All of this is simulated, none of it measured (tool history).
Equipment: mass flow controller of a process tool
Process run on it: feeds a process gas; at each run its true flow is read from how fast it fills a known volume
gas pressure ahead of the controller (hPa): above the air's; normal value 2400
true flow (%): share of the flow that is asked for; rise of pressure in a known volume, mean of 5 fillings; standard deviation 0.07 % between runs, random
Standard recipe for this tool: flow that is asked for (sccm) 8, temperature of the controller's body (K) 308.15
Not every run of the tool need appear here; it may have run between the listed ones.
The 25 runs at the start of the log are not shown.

run	hour	flow that is asked for (sccm)	gas pressure ahead of the controller (hPa)	temperature of the controller's body (K)	true flow (%)
26	3079.5	5	2380	308.15	103.37
27	3235.1	13	1930	300.15	101.51
28	3327.1	8	2220	300.15	101.84
29	3497.1	12	2220	313.15	102.71
30	3627.8	4	2400	302.15	104.09
31	3705.4	4	2400	302.15	104.05
32	3813.3	2	2400	295.15	108.61
33	3925	2	2400	295.15	108.75
34	4022.7	2	2400	295.15	108.87
35	4173.6	8	2090	301.15	102.19
36	4243.4	8	1920	308.15	103.02
37	4363.2	12	1920	303.15	102.23
38	4520.2	12	1920	303.15	102.05
39	4673.3	12	1920	303.15	102.25
40	4750.3	8	1520	306.15	103.03
41	4829	11	1520	306.15	102.72
42	4994.2	2	2400	304.15	110.76
43	5115.7	2	2050	304.15	111.06
44	5185.5	6	1960	302.15	103.4
45	5275	13	1450	293.15	101.53
# hour 5439.2: controller's zero set anew
46	5439.2	13	1450	293.15	99.82

5 ways to go on from here, each from the tool as it stands after run 46. What would each give?
A	5543.4	3	1580	293.15	?
B	5543.4	13	2780	294.15	?
C	5543.4	6	1450	301.15	?
D	5543.4	13	2300	298.15	?
E	5543.4	4	2400	305.15	?

run	true flow (%)
A	98.54
B	99.3
C	99.54
D	99.82
E	99.37
Had the tool no hidden state, the same runs would have come out as:
run	true flow (%)
A	97.52
B	98.37
C	98.58
D	98.9
E	98.39

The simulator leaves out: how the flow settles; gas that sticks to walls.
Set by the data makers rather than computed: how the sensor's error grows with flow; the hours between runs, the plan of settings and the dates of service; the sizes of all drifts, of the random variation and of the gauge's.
